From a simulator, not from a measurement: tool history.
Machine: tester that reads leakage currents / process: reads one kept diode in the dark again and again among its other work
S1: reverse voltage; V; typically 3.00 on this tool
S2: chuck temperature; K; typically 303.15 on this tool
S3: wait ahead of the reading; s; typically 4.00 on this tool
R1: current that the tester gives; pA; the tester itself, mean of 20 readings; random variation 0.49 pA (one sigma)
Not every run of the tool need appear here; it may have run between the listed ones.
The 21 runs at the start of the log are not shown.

{"run": 22, "hour": 682.1, "S1": 8.09, "S2": 316.15, "S3": 2.84, "R1": 739.2}
{"run": 23, "hour": 717.4, "S1": 8.09, "S2": 294.15, "S3": 2.84, "R1": 153.08}
{"run": 24, "hour": 753.2, "S1": 11.87, "S2": 296.15, "S3": 5.57, "R1": 218.14}
{"run": 25, "hour": 782.5, "S1": 11.87, "S2": 296.15, "S3": 5.57, "R1": 218.07}
{"run": 26, "hour": 806.8, "S1": 3.12, "S2": 312.15, "S3": 0.93, "R1": 346.73}
{"run": 27, "hour": 841.6, "S1": 3.0, "S2": 306.15, "S3": 0.49, "R1": 223.49}
{"run": 28, "hour": 865.3, "S1": 3.0, "S2": 306.15, "S3": 0.49, "R1": 223.26}
{"run": 29, "hour": 888.2, "S1": 3.0, "S2": 306.15, "S3": 0.49, "R1": 225.41}
{"run": 30, "hour": 922.0, "S1": 3.0, "S2": 306.15, "S3": 0.49, "R1": 224.97}
{"run": 31, "hour": 964.3, "S1": 1.17, "S2": 299.15, "S3": 1.25, "R1": 82.15}
{"run": 32, "hour": 986.4, "S1": 1.17, "S2": 299.15, "S3": 1.25, "R1": 82.21}
{"run": 33, "hour": 1027.6, "S1": 3.41, "S2": 305.15, "S3": 0.32, "R1": 226.11}
{"run": 34, "hour": 1066.3, "S1": 3.0, "S2": 303.15, "S3": 2.56, "R1": 182.01}

Run 35 has not been measured yet. What should we expect?
{"run": 35, "hour": 1107.6, "S1": 3.0, "S2": 323.15, "S3": 2.62, "R1": "?"}

{"run 35": {"R1": 714.27}}
On a tool with no hidden condition, and with the same random variation, this run would have come out at R1 643.84 pA.
